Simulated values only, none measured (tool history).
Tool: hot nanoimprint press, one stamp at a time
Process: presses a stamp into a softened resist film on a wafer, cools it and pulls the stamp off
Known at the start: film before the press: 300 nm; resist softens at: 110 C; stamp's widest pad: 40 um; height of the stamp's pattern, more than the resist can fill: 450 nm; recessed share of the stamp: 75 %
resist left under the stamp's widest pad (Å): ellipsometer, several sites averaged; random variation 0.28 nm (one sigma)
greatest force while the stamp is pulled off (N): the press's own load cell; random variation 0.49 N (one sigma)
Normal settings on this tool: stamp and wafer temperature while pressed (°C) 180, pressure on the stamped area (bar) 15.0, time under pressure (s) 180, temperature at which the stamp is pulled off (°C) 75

run,hour,stamp and wafer temperature while pressed (°C),pressure on the stamped area (bar),time under pressure (s),temperature at which the stamp is pulled off (°C),resist left under the stamp's widest pad (Å),greatest force while the stamp is pulled off (N)
1,0.0,180,15.0,180,75,1639,140.9
2,5.2,180,15.0,180,75,1639,140.4
3,12.0,180,15.0,180,80,1644,132.2
4,18.1,180,15.0,180,80,1638,133.0
5,27.2,180,15.0,180,80,1637,132.1
6,38.1,180,15.0,180,80,1633,132.1
7,43.6,180,13.0,180,75,1743,140.1
8,49.4,180,13.0,180,75,1741,140.4
9,55.8,180,13.0,180,75,1738,139.9
10,64.7,180,13.0,180,75,1735,140.4
11,73.1,180,13.0,180,75,1741,141.0
12,82.7,180,13.0,180,75,1740,141.1
13,87.4,180,13.0,180,75,1733,140.3
14,94.6,180,13.0,180,75,1733,141.4
15,101.7,180,13.0,180,75,1735,141.0
16,106.9,190,13.0,267,75,1194,140.5
17,115.7,189,13.0,267,82,1224,129.0
18,124.3,188,15.0,180,60,1352,166.3
19,132.5,188,15.0,180,60,1347,165.9
20,142.7,188,15.0,180,60,1347,166.0
# hour 151.9: stamp cleaned and given a new release coat
21,158.7,175,22.6,180,60,1534,165.5
22,165.6,184,11.0,221,74,1591,141.2
23,172.0,191,10.3,273,71,1299,146.1
24,176.7,191,10.3,273,71,1295,146.3
25,185.0,191,10.3,273,71,1296,148.0
26,191.3,184,10.3,142,79,1868,133.1
27,199.4,180,10.1,298,75,1638,140.0
28,204.7,180,10.1,298,75,1636,139.9
29,214.4,180,10.1,298,75,1640,141.4

Branching from run 29: 5 alternative next runs. What would each branch give?
A,224.8,173,16.8,180,73,?,?
B,224.8,180,22.7,180,75,?,?
C,224.8,180,20.6,298,75,?,?
D,224.8,180,10.1,104,75,?,?
E,224.8,180,15.0,170,75,?,?

run,resist left under the stamp's widest pad (Å),greatest force while the stamp is pulled off (N)
A,1830,143.6
B,1337,139.6
C,1165,140.1
D,2181,139.4
E,1651,140.1
Had the tool no hidden state, the same runs would have come out as:
run,resist left under the stamp's widest pad (Å),greatest force while the stamp is pulled off (N)
A,1853,143.5
B,1353,139.5
C,1179,140.0
D,2209,139.3
E,1671,140.0

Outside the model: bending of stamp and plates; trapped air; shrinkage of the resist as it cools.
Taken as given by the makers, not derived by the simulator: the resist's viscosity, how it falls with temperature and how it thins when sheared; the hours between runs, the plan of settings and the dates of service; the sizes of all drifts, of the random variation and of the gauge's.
